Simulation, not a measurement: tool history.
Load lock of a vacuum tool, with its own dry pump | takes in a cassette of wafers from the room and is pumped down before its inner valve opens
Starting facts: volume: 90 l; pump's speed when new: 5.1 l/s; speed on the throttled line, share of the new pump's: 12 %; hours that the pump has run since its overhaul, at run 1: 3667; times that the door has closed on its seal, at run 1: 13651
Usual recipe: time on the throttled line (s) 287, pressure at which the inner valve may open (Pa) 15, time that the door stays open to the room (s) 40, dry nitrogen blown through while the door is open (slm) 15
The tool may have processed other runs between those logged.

run	hour	time on the throttled line (s)	pressure at which the inner valve may open (Pa)	time that the door stays open to the room (s)	dry nitrogen blown through while the door is open (slm)	hours that the pump has run since its overhaul	times that the door has closed on its seal	incoming humidity of the room's air, %	time from the closed door until the inner valve may open (s)	rise of the pressure with all valves shut (Pa/min)
1	0.0	287	15	40	15	3667	13651	44.3	409.0	0.137
2	332.4	287	15	40	15	4000	15230	44.8	414.5	0.152
3	668.3	287	27	40	15	4336	16825	42.8	405.5	0.177
4	1055.1	287	27	40	15	4722	18662	44.5	404.0	0.206
5	1306.6	287	15	178	15	4974	19857	46.0	414.3	0.246
6	1585.0	287	15	187	15	5252	21179	46.8	414.6	0.257
7	2008.6	287	15	187	15	5676	23191	45.0	414.1	0.297
8	2325.6	287	15	187	15	5993	24697	44.7	419.2	0.314
9	2719.8	287	15	40	15	6387	26569	41.1	412.6	0.331
10	3061.5	287	15	40	15	6729	28192	45.8	417.5	0.360
11	3362.8	287	15	40	15	7030	29623	45.8	415.5	0.379
# hour 3571.9: door's seal changed, seat wiped
12	3795.9	287	15	40	15	7462	1064	43.9	417.2	0.027
13	4004.0	287	15	40	15	7670	2053	44.3	416.9	0.026
14	4353.6	287	15	40	15	8019	3713	42.8	413.5	0.041
15	4733.8	287	15	40	15	8399	5519	43.0	415.7	0.047
16	5116.9	483	15	40	15	8783	7339	42.6	588.8	0.063
17	5299.5	483	15	40	15	8965	8206	41.1	590.7	0.067
18	5592.6	483	15	40	15	9258	9598	41.6	592.4	0.075
19	5821.1	483	15	40	15	9487	10684	46.4	587.8	0.093
20	6015.0	483	15	40	25	9681	11605	44.8	595.7	0.096
21	6352.6	535	11	34	25	10018	13208	43.0	645.2	0.116
22	6641.1	190	12	115	8	10307	14578	43.6	344.5	0.155
23	6903.4	287	16	38	8	10569	15824	44.7	424.9	0.153
24	7125.6	287	20	40	15	10791	16880	42.6	413.5	0.163
25	7311.4	287	15	170	10	10977	17762	44.4	421.7	0.185
26	7578.2	287	15	80	7	11244	19029	44.3	421.6	0.202
27	7818.0	363	15	40	32	11484	20168	45.0	489.1	0.203
28	8088.9	392	18	46	12	11755	21455	42.3	513.6	0.233
29	8499.5	392	18	46	12	12165	23405	47.2	510.1	0.262
30	8877.5	166	14	40	15	12543	25201	42.6	318.7	0.282
31	9254.0	166	14	40	15	12920	26989	46.7	324.1	0.333
32	9645.0	258	14	223	15	13311	28846	44.9	404.3	0.380
33	9945.9	258	14	223	15	13612	30275	45.7	403.4	0.402
# hour 9997.4: door's seal changed, seat wiped
34	10144.3	163	29	111	40	13808	697	43.2	308.0	0.021
35	10588.4	163	29	224	40	14253	2807	44.0	308.6	0.043
36	10931.4	163	29	224	40	14596	4436	43.9	309.3	0.050
37	11173.7	163	15	55	40	14838	5587	46.2	324.6	0.048
38	11388.2	163	15	55	40	15052	6606	42.5	323.6	0.055

Here are 3 independent what-if runs from the current tool condition. What would each one return?
A	11807.8	208	12	40	10	15472	8599	43.5	?	?
B	11807.8	287	15	106	8	15472	8599	46.6	?	?
C	11807.8	163	12	55	40	15472	8599	42.1	?	?

run	time from the closed door until the inner valve may open (s)	rise of the pressure with all valves shut (Pa/min)
A	371.0	0.079
B	432.1	0.086
C	331.2	0.068
The same runs, with their run-to-run variation unchanged, on a tool lacking any hidden condition would have given:
run	time from the closed door until the inner valve may open (s)	rise of the pressure with all valves shut (Pa/min)
A	344.3	0.024
B	408.1	0.031
C	303.1	0.013
